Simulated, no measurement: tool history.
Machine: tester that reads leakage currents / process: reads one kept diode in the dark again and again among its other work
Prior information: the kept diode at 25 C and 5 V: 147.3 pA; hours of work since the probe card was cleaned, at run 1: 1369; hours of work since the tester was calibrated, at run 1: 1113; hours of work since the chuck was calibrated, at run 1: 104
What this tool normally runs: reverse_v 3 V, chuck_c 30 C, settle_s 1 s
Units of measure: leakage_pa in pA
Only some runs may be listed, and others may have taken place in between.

run    hour  reverse_v  chuck_c  settle_s  hours of work since the probe card was cleaned  hours of work since the tester was calibrated  hours of work since the chuck was calibrated  leakage_pa
  1       0          3       30         1                                            1369                                           1113                                           104      198.75
  2    46.1       2.25       30         1                                            1393                                           1136                                           128       180.6
  3      76       2.25       30         1                                            1408                                           1152                                           144      180.63
  4   120.2       2.25       30         1                                            1431                                           1175                                           167      178.71
  5   179.6          3       30         1                                            1462                                           1206                                           198      197.32
      199.7  -- probe card cleaned and baked
  6   234.7          3       30         1                                              18                                           1233                                           225      191.59
  7   292.1          3       30         1                                              48                                           1262                                           254      189.98
  8   347.5          3       34         1                                              77                                           1291                                           283      270.91
  9   381.1          3       30      0.51                                              94                                           1309                                           300      189.63
 10   407.6          3       30      0.51                                             108                                           1322                                           314      188.74
 11   455.1          3       30      0.51                                             132                                           1347                                           339      188.01
 12   492.8          3       30      0.51                                             152                                           1366                                           358      186.73
 13   535.4          3       30      0.51                                             174                                           1389                                           380      186.65
 14   565.4       1.84       30         1                                             190                                           1404                                           396       157.8
 15   617.3       1.84       30         1                                             216                                           1431                                           423      157.39
 16   673.2       1.84       30         1                                             245                                           1460                                           452       156.8
 17   709.6          3       30         1                                             264                                           1479                                           471      183.09
      717.1  -- chuck's temperature calibrated
 18   752.3          3       32         1                                             285                                           1500                                            18      210.23
 19   785.7          3       32         1                                             303                                           1517                                            36      208.18
 20   846.8          3       32         1                                             334                                           1549                                            67      208.17
 21   892.2       8.31       25      1.31                                             358                                           1572                                            91      154.63
 22   951.5       1.24       31      3.75                                             389                                           1603                                           122      140.39
 23  1003.4       1.24       31      3.75                                             416                                           1630                                           148      139.24
 24  1044.4       1.24       31      3.75                                             437                                           1651                                           170      138.82
     1056.6  -- chuck's temperature calibrated, once more
 25  1081.7       1.24       31      3.75                                             455                                           1670                                            13      160.19
 26  1133.5       1.82       25      6.92                                             482                                           1697                                            40      104.97
 27  1190.4          3       25      3.35                                             512                                           1726                                            69      123.47
 28  1222.3        3.6       24      0.51                                             528                                           1743                                            86      119.64
 29  1277.3         13       49      0.51                                             557                                           1771                                           114     1569.12
 30  1303.4         13       49      0.51                                             570                                           1785                                           128     1577.74
 31  1361.1          1       50      0.72                                             600                                           1815                                           158      726.96

Run 32 is up next; what results do you expect?
 32  1403.9          1       56      0.72                                             622                                           1837                                           180           ?

Run 32 measured leakage_pa 1166.31 pA.
On a tool with no hidden condition, and with the same random variation, this run would have come out at leakage_pa 1212.02 pA.
